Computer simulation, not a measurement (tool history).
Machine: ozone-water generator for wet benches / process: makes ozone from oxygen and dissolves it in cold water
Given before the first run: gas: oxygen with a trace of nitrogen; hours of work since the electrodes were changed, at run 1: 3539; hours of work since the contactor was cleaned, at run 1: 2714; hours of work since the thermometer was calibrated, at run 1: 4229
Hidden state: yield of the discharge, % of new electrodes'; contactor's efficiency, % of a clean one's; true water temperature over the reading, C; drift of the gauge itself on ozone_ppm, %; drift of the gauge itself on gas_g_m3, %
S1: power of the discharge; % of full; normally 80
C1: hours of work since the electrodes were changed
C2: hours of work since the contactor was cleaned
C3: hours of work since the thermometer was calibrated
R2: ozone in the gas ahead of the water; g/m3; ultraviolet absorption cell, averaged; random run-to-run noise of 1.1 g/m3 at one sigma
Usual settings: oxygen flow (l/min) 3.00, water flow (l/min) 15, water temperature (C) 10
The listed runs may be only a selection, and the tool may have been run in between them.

Run 1, hour 0.0: usual settings; C1 3539; C2 2714; C3 4229. Result: dissolved ozone (ppm) 17.9, R2 192.4 g/m3.
Run 2, hour 185.9: usual settings but S1 90 % of full; C1 3701; C2 2876; C3 4391. Result: dissolved ozone (ppm) 19.9, R2 216.5 g/m3.
At hour 221.8: water thermometer calibrated.
Run 3, hour 298.4: usual settings but S1 90 % of full; C1 3799; C2 2974; C3 67. Result: dissolved ozone (ppm) 19.5, R2 214.9 g/m3.
Run 4, hour 455.5: usual settings but S1 90 % of full, water temperature (C) 9; C1 3936; C2 3111; C3 204. Result: dissolved ozone (ppm) 20.0, R2 214.0 g/m3.
Run 5, hour 639.4: usual settings but S1 90 % of full, water temperature (C) 9; C1 4096; C2 3271; C3 364. Result: dissolved ozone (ppm) 20.1, R2 216.5 g/m3.
Run 6, hour 724.2: usual settings but S1 90 % of full, water flow (l/min) 12, water temperature (C) 9; C1 4170; C2 3345; C3 438. Result: dissolved ozone (ppm) 24.9, R2 216.2 g/m3.
Run 7, hour 877.9: usual settings but S1 90 % of full, water flow (l/min) 12, water temperature (C) 9; C1 4304; C2 3479; C3 572. Result: dissolved ozone (ppm) 24.9, R2 215.2 g/m3.
Run 8, hour 1014.7: usual settings; C1 4423; C2 3598; C3 691. Result: dissolved ozone (ppm) 17.9, R2 193.4 g/m3.
Run 9, hour 1112.4: usual settings; C1 4508; C2 3684; C3 776. Result: dissolved ozone (ppm) 17.8, R2 194.0 g/m3.
Run 10, hour 1212.7: usual settings but S1 94 % of full; C1 4596; C2 3771; C3 864. Result: dissolved ozone (ppm) 20.8, R2 224.1 g/m3.
Run 11, hour 1293.9: usual settings but S1 94 % of full; C1 4666; C2 3842; C3 935. Result: dissolved ozone (ppm) 20.8, R2 226.9 g/m3.
Run 12, hour 1448.3: usual settings but water flow (l/min) 21; C1 4801; C2 3976; C3 1069. Result: dissolved ozone (ppm) 12.6, R2 194.7 g/m3.
Run 13, hour 1555.3: usual settings but water flow (l/min) 21; C1 4894; C2 4070; C3 1162. Result: dissolved ozone (ppm) 12.4, R2 192.4 g/m3.
Run 14, hour 1714.2: usual settings; C1 5033; C2 4208; C3 1301. Result: dissolved ozone (ppm) 17.8, R2 191.7 g/m3.
Run 15, hour 1854.4: usual settings; C1 5155; C2 4330; C3 1423. Result: dissolved ozone (ppm) 18.0, R2 192.5 g/m3.
Run 16, hour 2007.3: usual settings but water temperature (C) 11; C1 5288; C2 4464; C3 1556. Result: dissolved ozone (ppm) 17.7, R2 193.3 g/m3.
Run 17, hour 2182.1: usual settings but water temperature (C) 11; C1 5441; C2 4616; C3 1709. Result: dissolved ozone (ppm) 17.7, R2 196.6 g/m3.
Run 18, hour 2279.5: usual settings but oxygen flow (l/min) 4.72, water flow (l/min) 22, water temperature (C) 7; C1 5526; C2 4701; C3 1794. Result: dissolved ozone (ppm) 12.4, R2 140.5 g/m3.
Run 19, hour 2401.3: usual settings but oxygen flow (l/min) 4.72, water flow (l/min) 22, water temperature (C) 7; C1 5632; C2 4807; C3 1900. Result: dissolved ozone (ppm) 12.2, R2 139.9 g/m3.
Run 20, hour 2502.9: usual settings but oxygen flow (l/min) 1.65, water flow (l/min) 22, water temperature (C) 7; C1 5720; C2 4895; C3 1988. Result: dissolved ozone (ppm) 11.2, R2 294.0 g/m3.
Run 21, hour 2675.4: usual settings but oxygen flow (l/min) 1.65, water flow (l/min) 22, water temperature (C) 7; C1 5871; C2 5046; C3 2139. Result: dissolved ozone (ppm) 11.1, R2 292.9 g/m3.
At hour 2814.4: contactor cleaned.
Run 22, hour 2840.4: usual settings but oxygen flow (l/min) 1.65, water flow (l/min) 22, water temperature (C) 7; C1 6011; C2 23; C3 2279. Result: dissolved ozone (ppm) 11.3, R2 292.4 g/m3.
Run 23, hour 3021.4: usual settings but oxygen flow (l/min) 1.65, water flow (l/min) 22, water temperature (C) 7; C1 6169; C2 180; C3 2437. Result: dissolved ozone (ppm) 11.1, R2 294.4 g/m3.
Run 24, hour 3186.5: usual settings but S1 55 % of full, oxygen flow (l/min) 2.28, water flow (l/min) 22, water temperature (C) 7; C1 6313; C2 324; C3 2581. Result: dissolved ozone (ppm) 8.3, R2 165.4 g/m3.
Run 25, hour 3367.3: usual settings but S1 46 % of full, oxygen flow (l/min) 3.36, water flow (l/min) 22, water temperature (C) 7; C1 6470; C2 482; C3 2738. Result: dissolved ozone (ppm) 7.2, R2 108.3 g/m3.
Run 26, hour 3533.1: usual settings but S1 51 % of full, oxygen flow (l/min) 4.61, water temperature (C) 11; C1 6615; C2 626; C3 2883. Result: dissolved ozone (ppm) 11.2, R2 94.2 g/m3.
Run 27, hour 3652.0: usual settings but S1 51 % of full, oxygen flow (l/min) 4.61, water temperature (C) 11; C1 6718; C2 730; C3 2986. Result: dissolved ozone (ppm) 11.0, R2 95.3 g/m3.
Run 28, hour 3817.6: usual settings but oxygen flow (l/min) 4.73; C1 6863; C2 874; C3 3131. Result: dissolved ozone (ppm) 17.2, R2 141.4 g/m3.
Run 29, hour 3920.9: usual settings but oxygen flow (l/min) 2.43, water flow (l/min) 23, water temperature (C) 8; C1 6953; C2 964; C3 3221. Result: dissolved ozone (ppm) 11.1, R2 221.7 g/m3.

Each row is a separate what-if for the run after 29, all from the same tool condition, not one after another. Results?
Run A, hour 4063.5: usual settings but S1 67 % of full, oxygen flow (l/min) 5.31, water flow (l/min) 11, water temperature (C) 8; C1 7077; C2 1089; C3 3345. Result: dissolved ozone (ppm) ?, R2 ?.
Run B, hour 4063.5: usual settings but S1 85 % of full, oxygen flow (l/min) 5.02, water flow (l/min) 9, water temperature (C) 8; C1 7077; C2 1089; C3 3345. Result: dissolved ozone (ppm) ?, R2 ?.
Run C, hour 4063.5: usual settings but oxygen flow (l/min) 2.25, water flow (l/min) 17, water temperature (C) 8; C1 7077; C2 1089; C3 3345. Result: dissolved ozone (ppm) ?, R2 ?.
Run D, hour 4063.5: usual settings but oxygen flow (l/min) 2.43, water flow (l/min) 14, water temperature (C) 8; C1 7077; C2 1089; C3 3345. Result: dissolved ozone (ppm) ?, R2 ?.

run  dissolved ozone (ppm)     R2
  A                   19.1  110.2
  B                   28.2  142.7
  C                   15.8  235.0
  D                   19.5  224.8
Without the tool's hidden state the same runs would have given:
run  dissolved ozone (ppm)     R2
  A                   19.1  110.3
  B                   28.3  142.9
  C                   15.9  235.4
  D                   19.5  225.1
